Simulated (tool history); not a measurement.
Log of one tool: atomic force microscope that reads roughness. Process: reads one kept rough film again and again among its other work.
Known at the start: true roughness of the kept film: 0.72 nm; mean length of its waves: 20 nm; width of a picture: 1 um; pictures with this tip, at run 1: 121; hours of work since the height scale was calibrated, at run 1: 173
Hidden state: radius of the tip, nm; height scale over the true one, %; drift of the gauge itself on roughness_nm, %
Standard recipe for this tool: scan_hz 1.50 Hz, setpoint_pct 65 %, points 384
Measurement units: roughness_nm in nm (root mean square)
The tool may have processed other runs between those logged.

| run | hour | scan_hz | setpoint_pct | points | pictures with this tip | hours of work since the height scale was calibrated | roughness_nm |
|---|---|---|---|---|---|---|---|
| 1 | 0.0 | 1.50 | 65 | 384 | 121 | 173 | 0.611 |
| 2 | 13.4 | 1.50 | 65 | 384 | 139 | 180 | 0.605 |
| 3 | 20.0 | 1.50 | 65 | 384 | 147 | 184 | 0.604 |
| 4 | 32.6 | 1.50 | 65 | 384 | 164 | 190 | 0.601 |
|  | 40.9 | new tip fitted |
| 5 | 45.0 | 1.50 | 65 | 384 | 5 | 196 | 0.645 |
| 6 | 55.4 | 1.50 | 65 | 384 | 19 | 201 | 0.642 |
| 7 | 63.0 | 1.50 | 65 | 384 | 28 | 205 | 0.633 |
| 8 | 71.0 | 1.50 | 65 | 384 | 39 | 210 | 0.635 |
| 9 | 79.9 | 2.57 | 65 | 384 | 50 | 214 | 0.617 |
| 10 | 94.7 | 1.50 | 65 | 384 | 69 | 222 | 0.635 |
| 11 | 106.3 | 3.21 | 65 | 384 | 84 | 228 | 0.602 |
| 12 | 117.6 | 3.21 | 65 | 384 | 99 | 233 | 0.604 |
| 13 | 131.4 | 3.21 | 65 | 384 | 117 | 241 | 0.599 |
| 14 | 139.0 | 1.50 | 65 | 384 | 127 | 245 | 0.605 |
| 15 | 151.5 | 1.50 | 65 | 384 | 143 | 251 | 0.605 |
| 16 | 162.1 | 1.50 | 65 | 384 | 157 | 256 | 0.601 |
| 17 | 171.7 | 1.50 | 65 | 384 | 169 | 261 | 0.596 |
|  | 175.5 | new tip fitted |
| 18 | 182.2 | 1.50 | 65 | 636 | 8 | 266 | 0.653 |
| 19 | 192.2 | 0.63 | 65 | 636 | 21 | 272 | 0.653 |
| 20 | 202.3 | 3.81 | 65 | 384 | 34 | 277 | 0.613 |
| 21 | 213.1 | 3.81 | 65 | 384 | 48 | 282 | 0.603 |
| 22 | 225.0 | 3.81 | 78 | 384 | 64 | 288 | 0.564 |
| 23 | 237.5 | 3.81 | 78 | 384 | 80 | 295 | 0.563 |
| 24 | 251.0 | 1.50 | 65 | 384 | 97 | 302 | 0.614 |
| 25 | 264.0 | 0.77 | 65 | 291 | 114 | 309 | 0.612 |
| 26 | 275.5 | 1.50 | 57 | 622 | 129 | 314 | 0.617 |
| 27 | 287.7 | 2.64 | 78 | 384 | 145 | 321 | 0.564 |
| 28 | 297.5 | 2.64 | 78 | 384 | 158 | 326 | 0.562 |
|  | 311.0 | new tip fitted |
| 29 | 311.6 | 0.53 | 61 | 384 | 0 | 333 | 0.662 |
| 30 | 318.2 | 2.34 | 61 | 521 | 9 | 336 | 0.640 |
| 31 | 329.8 | 2.34 | 69 | 290 | 24 | 342 | 0.618 |
| 32 | 342.2 | 2.34 | 69 | 290 | 40 | 349 | 0.609 |
|  | 344.2 | height scale calibrated on a step standard |
| 33 | 353.0 | 2.34 | 69 | 290 | 53 | 5 | 0.611 |
| 34 | 359.2 | 2.34 | 69 | 290 | 61 | 8 | 0.603 |
| 35 | 369.2 | 1.50 | 72 | 351 | 74 | 13 | 0.611 |
| 36 | 383.9 | 2.71 | 55 | 593 | 93 | 20 | 0.631 |
| 37 | 396.9 | 0.73 | 82 | 351 | 110 | 27 | 0.605 |
| 38 | 405.9 | 2.45 | 82 | 371 | 121 | 32 | 0.566 |
|  | 409.1 | height scale calibrated on a step standard, once more |
| 39 | 421.0 | 2.45 | 82 | 371 | 140 | 6 | 0.563 |
| 40 | 429.3 | 2.45 | 82 | 371 | 150 | 10 | 0.559 |
| 41 | 436.2 | 1.33 | 82 | 309 | 160 | 14 | 0.575 |
|  | 448.0 | new tip fitted |
| 42 | 448.0 | 1.33 | 86 | 553 | 0 | 20 | 0.622 |
| 43 | 461.1 | 1.31 | 57 | 293 | 17 | 27 | 0.635 |
| 44 | 473.8 | 1.31 | 57 | 293 | 34 | 33 | 0.632 |
| 45 | 489.3 | 2.91 | 83 | 1017 | 54 | 41 | 0.584 |
| 46 | 496.5 | 2.91 | 83 | 1017 | 63 | 45 | 0.578 |
| 47 | 510.9 | 2.91 | 60 | 577 | 82 | 52 | 0.618 |

Hidden state or all else? Some run-to-run changes of roughness_nm, split into what the settings, what came in and random variation would give without the hidden state, and what is left for the hidden state (with any gauge scatter that isn't in both results):
Run 4 -> 5: new tip fitted. roughness_nm +0.044 nm (root mean square): hidden state +0.043, all else +0.001.
Run 17 -> 18: points 384 -> 636, new tip fitted. roughness_nm +0.057 nm (root mean square): hidden state +0.043, all else +0.014.
Run 26 -> 27: scan_hz 1.50 -> 2.64, setpoint_pct 57 -> 78, points 622 -> 384. roughness_nm -0.053 nm (root mean square): hidden state -0.001, all else -0.052.
Run 28 -> 29: scan_hz 2.64 -> 0.53, setpoint_pct 78 -> 61, new tip fitted. roughness_nm +0.100 nm (root mean square): hidden state +0.046, all else +0.054.
Run 41 -> 42: setpoint_pct 82 -> 86, points 309 -> 553, new tip fitted. roughness_nm +0.047 nm (root mean square): hidden state +0.045, all else +0.002.

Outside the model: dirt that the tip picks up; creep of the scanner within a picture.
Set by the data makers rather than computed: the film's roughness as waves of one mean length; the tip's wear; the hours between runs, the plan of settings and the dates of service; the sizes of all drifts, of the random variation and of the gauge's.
